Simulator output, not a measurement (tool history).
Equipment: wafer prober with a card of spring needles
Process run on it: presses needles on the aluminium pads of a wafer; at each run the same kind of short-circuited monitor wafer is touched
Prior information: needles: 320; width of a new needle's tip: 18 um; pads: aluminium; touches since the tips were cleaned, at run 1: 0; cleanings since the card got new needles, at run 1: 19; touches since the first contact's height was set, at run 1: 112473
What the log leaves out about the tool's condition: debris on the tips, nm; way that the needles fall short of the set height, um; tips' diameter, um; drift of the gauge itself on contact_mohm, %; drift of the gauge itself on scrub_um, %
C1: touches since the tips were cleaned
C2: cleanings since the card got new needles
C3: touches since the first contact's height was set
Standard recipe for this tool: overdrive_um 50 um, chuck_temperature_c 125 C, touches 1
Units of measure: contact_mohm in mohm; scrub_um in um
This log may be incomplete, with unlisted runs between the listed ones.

{"run": 1, "hour": 0.0, "overdrive_um": 50, "chuck_temperature_c": 125, "touches": 1, "C1": 0, "C2": 19, "C3": 112473, "contact_mohm": 230, "scrub_um": 12.81}
{"run": 2, "hour": 10.7, "overdrive_um": 50, "chuck_temperature_c": 125, "touches": 1, "C1": 2660, "C2": 19, "C3": 115133, "contact_mohm": 231, "scrub_um": 12.73}
{"hour": 20.7, "done": "tips cleaned on abrasive film"}
{"run": 3, "hour": 20.9, "overdrive_um": 50, "chuck_temperature_c": 125, "touches": 1, "C1": 55, "C2": 20, "C3": 117646, "contact_mohm": 235, "scrub_um": 12.86}
{"run": 4, "hour": 29.6, "overdrive_um": 50, "chuck_temperature_c": 125, "touches": 3, "C1": 2199, "C2": 20, "C3": 119790, "contact_mohm": 233, "scrub_um": 12.83}
{"run": 5, "hour": 35.6, "overdrive_um": 50, "chuck_temperature_c": 125, "touches": 1, "C1": 3683, "C2": 20, "C3": 121274, "contact_mohm": 235, "scrub_um": 12.89}
{"run": 6, "hour": 40.5, "overdrive_um": 50, "chuck_temperature_c": 40, "touches": 1, "C1": 4922, "C2": 20, "C3": 122513, "contact_mohm": 213, "scrub_um": 12.83}
{"hour": 41.4, "done": "tips cleaned on abrasive film"}
{"run": 7, "hour": 48.0, "overdrive_um": 50, "chuck_temperature_c": 40, "touches": 1, "C1": 1646, "C2": 21, "C3": 124343, "contact_mohm": 212, "scrub_um": 12.9}
{"run": 8, "hour": 56.3, "overdrive_um": 50, "chuck_temperature_c": 40, "touches": 1, "C1": 3703, "C2": 21, "C3": 126400, "contact_mohm": 214, "scrub_um": 12.8}
{"hour": 62.3, "done": "tips cleaned on abrasive film"}
{"run": 9, "hour": 68.2, "overdrive_um": 50, "chuck_temperature_c": 125, "touches": 2, "C1": 1451, "C2": 22, "C3": 129317, "contact_mohm": 231, "scrub_um": 12.71}
{"run": 10, "hour": 73.4, "overdrive_um": 50, "chuck_temperature_c": 125, "touches": 2, "C1": 2755, "C2": 22, "C3": 130621, "contact_mohm": 238, "scrub_um": 12.85}
{"run": 11, "hour": 80.3, "overdrive_um": 50, "chuck_temperature_c": 125, "touches": 2, "C1": 4457, "C2": 22, "C3": 132323, "contact_mohm": 235, "scrub_um": 12.82}
{"hour": 82.8, "done": "tips cleaned on abrasive film"}
{"run": 12, "hour": 89.9, "overdrive_um": 50, "chuck_temperature_c": 125, "touches": 2, "C1": 1769, "C2": 23, "C3": 134687, "contact_mohm": 233, "scrub_um": 12.87}
{"run": 13, "hour": 99.7, "overdrive_um": 50, "chuck_temperature_c": 125, "touches": 2, "C1": 4198, "C2": 23, "C3": 137116, "contact_mohm": 232, "scrub_um": 12.68}
{"hour": 103.5, "done": "tips cleaned on abrasive film"}
{"run": 14, "hour": 108.7, "overdrive_um": 50, "chuck_temperature_c": 125, "touches": 2, "C1": 1288, "C2": 24, "C3": 139335, "contact_mohm": 230, "scrub_um": 12.61}
{"run": 15, "hour": 116.4, "overdrive_um": 50, "chuck_temperature_c": 125, "touches": 2, "C1": 3190, "C2": 24, "C3": 141237, "contact_mohm": 235, "scrub_um": 12.6}
{"hour": 124.0, "done": "tips cleaned on abrasive film"}
{"run": 16, "hour": 125.3, "overdrive_um": 50, "chuck_temperature_c": 125, "touches": 2, "C1": 321, "C2": 25, "C3": 143430, "contact_mohm": 232, "scrub_um": 12.89}
{"run": 17, "hour": 133.9, "overdrive_um": 50, "chuck_temperature_c": 125, "touches": 2, "C1": 2455, "C2": 25, "C3": 145564, "contact_mohm": 237, "scrub_um": 12.73}
{"run": 18, "hour": 143.2, "overdrive_um": 50, "chuck_temperature_c": 67, "touches": 1, "C1": 4761, "C2": 25, "C3": 147870, "contact_mohm": 222, "scrub_um": 12.88}
{"hour": 144.3, "done": "tips cleaned on abrasive film"}
{"run": 19, "hour": 151.2, "overdrive_um": 45, "chuck_temperature_c": 99, "touches": 2, "C1": 1711, "C2": 26, "C3": 149825, "contact_mohm": 230, "scrub_um": 11.43}
{"run": 20, "hour": 163.1, "overdrive_um": 45, "chuck_temperature_c": 99, "touches": 2, "C1": 4658, "C2": 26, "C3": 152772, "contact_mohm": 231, "scrub_um": 11.43}
{"hour": 164.7, "done": "tips cleaned on abrasive film"}
{"run": 21, "hour": 170.7, "overdrive_um": 33, "chuck_temperature_c": 74, "touches": 3, "C1": 1511, "C2": 27, "C3": 154657, "contact_mohm": 234, "scrub_um": 8.4}
{"run": 22, "hour": 177.7, "overdrive_um": 33, "chuck_temperature_c": 74, "touches": 3, "C1": 3248, "C2": 27, "C3": 156394, "contact_mohm": 227, "scrub_um": 8.62}
{"run": 23, "hour": 182.8, "overdrive_um": 50, "chuck_temperature_c": 74, "touches": 1, "C1": 4498, "C2": 27, "C3": 157644, "contact_mohm": 223, "scrub_um": 12.64}
{"hour": 185.1, "done": "tips cleaned on abrasive film"}
{"run": 24, "hour": 188.3, "overdrive_um": 69, "chuck_temperature_c": 71, "touches": 2, "C1": 792, "C2": 28, "C3": 158978, "contact_mohm": 214, "scrub_um": 17.7}
{"run": 25, "hour": 194.0, "overdrive_um": 68, "chuck_temperature_c": 112, "touches": 1, "C1": 2225, "C2": 28, "C3": 160411, "contact_mohm": 225, "scrub_um": 17.35}
{"run": 26, "hour": 201.8, "overdrive_um": 68, "chuck_temperature_c": 112, "touches": 1, "C1": 4164, "C2": 28, "C3": 162350, "contact_mohm": 222, "scrub_um": 17.39}
{"hour": 205.8, "done": "tips cleaned on abrasive film"}
{"run": 27, "hour": 209.5, "overdrive_um": 68, "chuck_temperature_c": 107, "touches": 2, "C1": 916, "C2": 29, "C3": 164217, "contact_mohm": 227, "scrub_um": 17.36}
{"run": 28, "hour": 218.3, "overdrive_um": 41, "chuck_temperature_c": 29, "touches": 2, "C1": 3110, "C2": 29, "C3": 166411, "contact_mohm": 212, "scrub_um": 10.59}
{"hour": 226.1, "done": "tips cleaned on abrasive film"}
{"run": 29, "hour": 226.4, "overdrive_um": 50, "chuck_temperature_c": 46, "touches": 1, "C1": 76, "C2": 30, "C3": 168403, "contact_mohm": 215, "scrub_um": 12.78}
{"run": 30, "hour": 233.8, "overdrive_um": 38, "chuck_temperature_c": 46, "touches": 1, "C1": 1902, "C2": 30, "C3": 170229, "contact_mohm": 218, "scrub_um": 9.79}
{"run": 31, "hour": 239.7, "overdrive_um": 38, "chuck_temperature_c": 46, "touches": 1, "C1": 3381, "C2": 30, "C3": 171708, "contact_mohm": 221, "scrub_um": 9.67}
{"hour": 246.8, "done": "tips cleaned on abrasive film"}
{"run": 32, "hour": 249.0, "overdrive_um": 68, "chuck_temperature_c": 31, "touches": 1, "C1": 538, "C2": 31, "C3": 173982, "contact_mohm": 203, "scrub_um": 17.47}
{"run": 33, "hour": 255.6, "overdrive_um": 68, "chuck_temperature_c": 94, "touches": 1, "C1": 2163, "C2": 31, "C3": 175607, "contact_mohm": 216, "scrub_um": 17.41}
{"run": 34, "hour": 265.5, "overdrive_um": 50, "chuck_temperature_c": 39, "touches": 2, "C1": 4632, "C2": 31, "C3": 178076, "contact_mohm": 211, "scrub_um": 12.81}

4 ways to go on from here, each from the tool as it stands after run 34. What would each give?
{"hour": 267.3, "done": "tips cleaned on abrasive film"}
{"run": "A", "hour": 274.9, "overdrive_um": 50, "chuck_temperature_c": 43, "touches": 2, "C1": 1884, "C2": 32, "C3": 180380, "contact_mohm": "?", "scrub_um": "?"}
{"hour": 267.3, "done": "tips cleaned on abrasive film"}
{"run": "B", "hour": 274.9, "overdrive_um": 42, "chuck_temperature_c": 56, "touches": 1, "C1": 1884, "C2": 32, "C3": 180380, "contact_mohm": "?", "scrub_um": "?"}
{"hour": 267.3, "done": "tips cleaned on abrasive film"}
{"run": "C", "hour": 274.9, "overdrive_um": 68, "chuck_temperature_c": 39, "touches": 2, "C1": 1884, "C2": 32, "C3": 180380, "contact_mohm": "?", "scrub_um": "?"}
{"hour": 267.3, "done": "tips cleaned on abrasive film"}
{"run": "D", "hour": 274.9, "overdrive_um": 50, "chuck_temperature_c": 47, "touches": 2, "C1": 1884, "C2": 32, "C3": 180380, "contact_mohm": "?", "scrub_um": "?"}

run=A contact_mohm=213 scrub_um=12.68
run=B contact_mohm=215 scrub_um=10.78
run=C contact_mohm=205 scrub_um=17.30
run=D contact_mohm=211 scrub_um=12.87
The same runs, with their run-to-run variation unchanged, on a tool lacking any hidden condition would have given:
run=A contact_mohm=213 scrub_um=12.69
run=B contact_mohm=215 scrub_um=10.79
run=C contact_mohm=204 scrub_um=17.31
run=D contact_mohm=211 scrub_um=12.88

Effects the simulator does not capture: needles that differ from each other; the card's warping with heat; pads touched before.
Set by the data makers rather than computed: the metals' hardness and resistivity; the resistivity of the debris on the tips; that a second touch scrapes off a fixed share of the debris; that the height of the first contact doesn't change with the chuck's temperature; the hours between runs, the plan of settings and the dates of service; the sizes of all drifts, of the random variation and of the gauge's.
